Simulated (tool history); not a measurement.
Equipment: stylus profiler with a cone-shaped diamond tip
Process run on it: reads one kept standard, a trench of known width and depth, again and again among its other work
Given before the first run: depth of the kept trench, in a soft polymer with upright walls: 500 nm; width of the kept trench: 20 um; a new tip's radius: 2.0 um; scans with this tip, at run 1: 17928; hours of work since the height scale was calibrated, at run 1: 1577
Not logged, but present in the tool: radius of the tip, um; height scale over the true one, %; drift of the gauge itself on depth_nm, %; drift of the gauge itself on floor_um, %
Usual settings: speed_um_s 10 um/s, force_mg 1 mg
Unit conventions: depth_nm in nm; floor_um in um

run	day	speed_um_s	force_mg	scans with this tip	hours of work since the height scale was calibrated	depth_nm	floor_um
1	0	10	1	17928	1577	502.05	15.87
2	2.254	28	1	18327	1612	502.05	15.66
3	5.221	28	1	18852	1658	501.69	15.58
4	8.062	10	1.01	19355	1702	502.1	15.78
5	11.067	10	0.4	19887	1749	499.92	15.7
6	13.917	10	2.28	20392	1794	505.07	15.73
7	17.662	4	0.55	21056	1852	500.39	15.68
8	20.312	4	0.55	21525	1893	500.23	15.68
9	23.625	4	0.55	22112	1945	500.23	15.67
10	25.804	2	0.74	22497	1979	500.81	15.65
11	27.958	25	1	22879	2012	501.7	15.4
12	30.183	2	1.52	23273	2047	502.91	15.65

3 options for the next run, each taken on its own from the tool as it stands now. Forecast them:
A	32.438	10	0.5	23672	2082	?	?
B	32.438	7	2.12	23672	2082	?	?
C	32.438	22	0.51	23672	2082	?	?

run	depth_nm	floor_um
A	499.64	15.45
B	504.48	15.62
C	499.97	15.34
With the hidden condition removed and each run's random variation left untouched, the same runs would have given:
run	depth_nm	floor_um
A	502.56	17.19
B	507.43	17.36
C	502.89	17.08
